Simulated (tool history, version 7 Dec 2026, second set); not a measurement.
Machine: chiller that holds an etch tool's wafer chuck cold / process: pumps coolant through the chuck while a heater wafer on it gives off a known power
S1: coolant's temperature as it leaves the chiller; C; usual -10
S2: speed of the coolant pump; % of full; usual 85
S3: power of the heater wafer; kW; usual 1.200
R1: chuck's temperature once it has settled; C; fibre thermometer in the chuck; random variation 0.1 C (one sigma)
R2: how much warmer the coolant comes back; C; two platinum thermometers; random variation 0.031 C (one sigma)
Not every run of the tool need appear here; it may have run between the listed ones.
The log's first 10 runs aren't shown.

run 11 hour=789.5 | S1=-10 S2=85 S3=1.200 | R1=5.0 R2=2.56
run 12 hour=859.6 | S1=-10 S2=85 S3=1.200 | R1=5.0 R2=2.54
run 13 hour=962.9 | S1=-10 S2=85 S3=1.200 | R1=5.1 R2=2.63
run 14 hour=1076.0 | S1=-10 S2=85 S3=1.200 | R1=5.1 R2=2.62
run 15 hour=1196.6 | S1=-10 S2=85 S3=1.200 | R1=5.2 R2=2.67
run 16 hour=1255.3 | S1=-10 S2=85 S3=1.200 | R1=5.4 R2=2.64
run 17 hour=1382.2 | S1=-10 S2=85 S3=1.200 | R1=5.2 R2=2.58
run 18 hour=1439.2 | S1=-5 S2=85 S3=0.845 | R1=5.8 R2=1.81
run 19 hour=1567.1 | S1=-3 S2=91 S3=1.460 | R1=14.8 R2=2.93
run 20 hour=1625.5 | S1=-3 S2=91 S3=1.460 | R1=14.7 R2=2.97
run 21 hour=1734.7 | S1=-19 S2=91 S3=0.621 | R1=-11.5 R2=1.26
run 22 hour=1864.4 | S1=-12 S2=85 S3=0.672 | R1=-3.2 R2=1.41
run 23 hour=1969.2 | S1=-12 S2=85 S3=0.672 | R1=-3.4 R2=1.46
-- hour=2056.3 coolant changed, channels flushed
run 24 hour=2097.0 | S1=-12 S2=85 S3=0.672 | R1=-4.8 R2=1.46
-- hour=2122.6 chiller's thermometer calibrated
run 25 hour=2213.5 | S1=-17 S2=68 S3=0.804 | R1=-6.4 R2=2.33
run 26 hour=2343.8 | S1=-10 S2=85 S3=1.279 | R1=4.1 R2=2.83
run 27 hour=2427.9 | S1=-18 S2=65 S3=1.427 | R1=2.0 R2=4.24
run 28 hour=2559.7 | S1=-18 S2=65 S3=1.427 | R1=1.8 R2=4.33
run 29 hour=2639.3 | S1=-18 S2=65 S3=1.427 | R1=2.0 R2=4.36
run 30 hour=2733.7 | S1=-9 S2=85 S3=0.817 | R1=0.0 R2=1.85
run 31 hour=2819.5 | S1=-13 S2=85 S3=0.844 | R1=-3.7 R2=1.85
run 32 hour=2895.1 | S1=-13 S2=85 S3=0.844 | R1=-3.8 R2=1.97

3 options for the next run, each taken on its own from the tool as it stands now. Forecast them:
run A hour=2985.1 | S1=-1 S2=95 S3=1.364 | R1=? R2=?
run B hour=2985.1 | S1=-10 S2=94 S3=0.664 | R1=? R2=?
run C hour=2985.1 | S1=-10 S2=91 S3=1.200 | R1=? R2=?

run=A R1=12.7 R2=2.66
run=B R1=-3.3 R2=1.34
run=C R1=2.4 R2=2.45
Take away the tool's hidden state, keep each run's random variation, and the runs would have read:
run=A R1=11.8 R2=2.47
run=B R1=-3.6 R2=1.24
run=C R1=1.6 R2=2.28
